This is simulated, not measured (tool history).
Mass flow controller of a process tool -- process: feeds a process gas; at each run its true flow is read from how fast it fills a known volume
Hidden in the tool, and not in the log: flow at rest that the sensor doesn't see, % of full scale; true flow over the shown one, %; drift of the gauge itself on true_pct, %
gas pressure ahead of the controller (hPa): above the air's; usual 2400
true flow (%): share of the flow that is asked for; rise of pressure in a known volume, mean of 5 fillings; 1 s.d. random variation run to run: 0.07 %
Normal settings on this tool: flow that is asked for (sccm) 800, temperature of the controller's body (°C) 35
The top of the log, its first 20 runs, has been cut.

run      day  flow that is asked for (sccm)  gas pressure ahead of the controller (hPa)  temperature of the controller's body (°C)  hours of work since the controller was set to zero  hours of work since the controller was changed  true flow (%)
 21  204.179                            800                                        2140                                         35                                                3536                                            3536          96.47
 22  211.012                            800                                        2140                                         32                                                3610                                            3610          96.56
 23  224.867                            800                                        2400                                         35                                                3761                                            3761           96.3
 24  233.454                            877                                        2400                                         35                                                3855                                            3855          96.41
 25  245.479                            398                                        2400                                         35                                                3985                                            3985          94.25
     256.258  -- controller's zero set anew
 26  259.567                            148                                        2000                                         27                                                  36                                            4139          89.85
 27    267.4                            148                                        2000                                         27                                                 121                                            4224          89.93
 28  275.646                            800                                        1680                                         31                                                 211                                            4314          95.85
 29  285.775                            124                                        1560                                         23                                                 321                                            4424          88.53
 30  292.667                            124                                        1560                                         23                                                 396                                            4499          88.44
 31  302.338                            912                                        1650                                         23                                                 502                                            4604          96.42
     306.729  -- controller's zero set anew, once more
 32  315.112                            933                                        1880                                         20                                                  91                                            4743          97.33
 33  322.312                            589                                        1740                                         35                                                 170                                            4822          96.04
 34  328.925                            589                                        1740                                         35                                                 242                                            4894          95.93
 35  341.067                            589                                        1740                                         35                                                 374                                            5026          95.83
 36  348.138                            358                                        2400                                         35                                                 451                                            5103          94.97
 37  361.533                            352                                        2060                                         40                                                 597                                            5249          94.76
 38  372.112                            134                                        2290                                         30                                                 712                                            5364          93.68
 39  385.162                            134                                        2290                                         30                                                 854                                            5506          93.24
 40  397.162                            800                                        1900                                         35                                                 985                                            5637          95.91
 41  407.688                            800                                        1900                                         35                                                1099                                            5751          95.89
 42  415.612                            800                                        1900                                         35                                                1186                                            5838          95.74
 43    426.3                            178                                        2400                                         35                                                1302                                            5954          92.97
 44  440.183                            947                                        2370                                         35                                                1453                                            6105          95.96
 45  451.425                            947                                        2370                                         35                                                1576                                            6227          95.94

Consider 3 possible next runs. They are alternatives, not a sequence: every one starts from the tool as it was left by run 45. What does each give?
  A  458.054                            109                                        1820                                         35                                                1648                                            6300              ?
  B  458.054                            402                                        2370                                         23                                                1648                                            6300              ?
  C  458.054                            947                                        2370                                         37                                                1648                                            6300              ?

run  true flow (%)
  A          91.37
  B          94.31
  C          95.76
What these runs would have given with no unlogged condition in the tool:
run  true flow (%)
  A          97.51
  B          98.54
  C          99.58
